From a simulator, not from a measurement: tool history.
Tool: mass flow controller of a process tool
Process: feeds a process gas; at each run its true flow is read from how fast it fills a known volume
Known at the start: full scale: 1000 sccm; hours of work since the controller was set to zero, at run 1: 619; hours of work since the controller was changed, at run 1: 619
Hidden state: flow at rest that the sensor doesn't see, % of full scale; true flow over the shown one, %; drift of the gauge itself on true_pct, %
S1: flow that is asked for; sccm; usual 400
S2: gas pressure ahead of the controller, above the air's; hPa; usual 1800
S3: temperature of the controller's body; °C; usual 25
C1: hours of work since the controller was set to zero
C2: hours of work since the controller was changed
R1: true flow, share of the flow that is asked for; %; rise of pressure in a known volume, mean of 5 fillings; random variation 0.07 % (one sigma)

run	hour	S1	S2	S3	C1	C2	R1
1	0.0	400	1800	25	619	619	97.10
2	337.3	400	1800	25	745	745	96.99
3	550.6	400	1800	21	825	825	97.39
4	872.1	400	1550	25	946	946	96.87
5	1139.1	400	1800	21	1046	1046	96.89
6	1475.9	400	1800	21	1173	1173	96.93
7	1615.0	400	1800	40	1225	1225	94.89
8	1899.4	400	1800	40	1332	1332	94.73
9	2104.7	400	1800	40	1409	1409	94.60
10	2417.3	400	1800	25	1526	1526	96.03
11	2652.2	400	1800	25	1614	1614	95.98
12	2941.2	139	1800	25	1723	1723	94.00
13	3158.9	400	1800	25	1805	1805	95.68
14	3484.0	400	2320	25	1927	1927	95.26
15	3702.9	400	2320	25	2009	2009	95.10
16	3884.5	400	1800	25	2077	2077	95.31
17	4173.4	400	1800	25	2186	2186	95.03
18	4482.2	540	1800	25	2301	2301	95.80
19	4777.5	540	1800	25	2412	2412	95.57
20	4926.3	418	1800	25	2468	2468	94.87
# hour 4953.7: controller's zero set anew
21	5127.4	418	1800	25	65	2544	94.71
22	5336.9	418	1800	25	144	2622	94.54
23	5608.4	418	1800	25	246	2724	94.45
24	5781.4	418	1800	25	311	2789	94.37
# hour 6006.6: controller's zero set anew, once more
25	6084.8	113	1800	25	29	2903	93.78
26	6309.8	320	1550	34	114	2987	93.92
27	6653.2	665	1720	22	243	3116	95.93
28	6946.5	665	2320	40	353	3226	93.85
29	7223.8	384	1800	23	457	3331	94.52
30	7554.6	198	1610	33	581	3455	92.67
31	7724.5	763	1800	25	645	3519	95.60
32	7937.5	293	1800	25	725	3599	93.83
33	8242.7	188	2220	27	840	3713	92.48
34	8469.7	188	2220	27	925	3798	92.43
35	8618.2	188	2220	27	981	3854	92.26
36	8801.1	188	2220	27	1049	3923	92.24
37	8956.7	400	1830	36	1108	3981	92.62
38	9275.4	202	1550	23	1227	4101	92.81
39	9432.1	412	1550	27	1286	4160	93.46
40	9641.4	400	1800	28	1365	4238	93.13
41	9940.6	261	1950	28	1477	4351	92.14
42	10129.2	261	2190	38	1548	4421	91.22
43	10330.2	120	1800	22	1623	4497	91.05
44	10492.8	120	1800	22	1684	4558	91.03
45	10712.1	120	1800	22	1767	4640	90.91
46	11005.9	400	2690	22	1877	4751	92.72
47	11289.9	400	2690	22	1984	4857	92.51
48	11499.6	146	2780	25	2062	4936	90.02

Forecast each of these 4 alternatives for the next run:
A	11788.4	143	2610	37	2171	5044	?
B	11788.4	146	2780	36	2171	5044	?
C	11788.4	163	1450	34	2171	5044	?
D	11788.4	400	1800	32	2171	5044	?

run	R1
A	88.78
B	88.80
C	90.00
D	91.80
Without the tool's hidden state the same runs would have given:
run	R1
A	95.74
B	95.72
C	96.72
D	97.48
